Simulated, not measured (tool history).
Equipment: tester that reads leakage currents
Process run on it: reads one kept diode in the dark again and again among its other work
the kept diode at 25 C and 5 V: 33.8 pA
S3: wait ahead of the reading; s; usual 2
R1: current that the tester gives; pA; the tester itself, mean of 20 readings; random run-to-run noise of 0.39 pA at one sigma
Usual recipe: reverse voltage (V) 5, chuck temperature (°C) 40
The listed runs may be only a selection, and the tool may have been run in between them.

Run 1, day 0: usual settings. Result: R1 127.62 pA.
Run 2, day 0.825: usual settings. Result: R1 127.44 pA.
Run 3, day 2.058: usual settings. Result: R1 127.35 pA.
Run 4, day 3.092: usual settings. Result: R1 127.53 pA.
Run 5, day 4.6: usual settings. Result: R1 127.3 pA.
Run 6, day 5.279: usual settings. Result: R1 127.19 pA.
Run 7, day 6.258: usual settings. Result: R1 126.92 pA.
Run 8, day 7.708: usual settings. Result: R1 126.42 pA.
Run 9, day 8.967: usual settings but S3 2.33 s. Result: R1 126.98 pA.
Run 10, day 9.725: usual settings but S3 2.33 s. Result: R1 126.84 pA.
Run 11, day 10.917: usual settings but S3 8.95 s. Result: R1 126.23 pA.
Run 12, day 11.617: usual settings but S3 8.95 s. Result: R1 125.54 pA.
Run 13, day 12.467: usual settings but S3 8.95 s. Result: R1 125.8 pA.
Run 14, day 13.954: usual settings but reverse voltage (V) 1.51, chuck temperature (°C) 26, S3 2.69 s. Result: R1 19.98 pA.
Run 15, day 15.271: usual settings but reverse voltage (V) 9.21, S3 1.43 s. Result: R1 174.53 pA.
Run 16, day 16.288: usual settings but reverse voltage (V) 3.63, chuck temperature (°C) 58. Result: R1 443.18 pA.
Run 17, day 16.938: usual settings but S3 0.36 s. Result: R1 130.27 pA.
Run 18, day 17.8: usual settings but reverse voltage (V) 1.47, chuck temperature (°C) 55, S3 0.55 s. Result: R1 218.52 pA.
Run 19, day 19.312: usual settings but reverse voltage (V) 8.12, chuck temperature (°C) 55, S3 0.32 s. Result: R1 543.3 pA.
Run 20, day 20.033: usual settings but reverse voltage (V) 8.12, chuck temperature (°C) 55, S3 0.32 s. Result: R1 541.82 pA.
Run 21, day 20.725: usual settings but reverse voltage (V) 6.27, chuck temperature (°C) 33, S3 0.43 s. Result: R1 82.56 pA.
Run 22, day 22.188: usual settings but reverse voltage (V) 4.82, chuck temperature (°C) 58, S3 1.2 s. Result: R1 512.62 pA.
Run 23, day 23.7: usual settings but reverse voltage (V) 1.15, chuck temperature (°C) 58. Result: R1 241.84 pA.
Run 24, day 24.475: usual settings but reverse voltage (V) 2.12, chuck temperature (°C) 47. Result: R1 140.96 pA.
Run 25, day 25.6: usual settings but reverse voltage (V) 2.12, chuck temperature (°C) 47. Result: R1 140.39 pA.

Consider 3 possible next runs. They are alternatives, not a sequence: every one starts from the tool as it was left by run 25. What does each give?
Run A, day 26.829: usual settings but chuck temperature (°C) 50, S3 1.4 s. Result: R1 ?.
Run B, day 26.829: usual settings but reverse voltage (V) 19.8. Result: R1 ?.
Run C, day 26.829: usual settings but reverse voltage (V) 2.12, chuck temperature (°C) 42. Result: R1 ?.

run      R1
  A  280.09
  B  260.97
  C   93.51
Without the tool's unlogged condition, the same runs would have read:
run      R1
  A  292.33
  B  265.69
  C   97.66
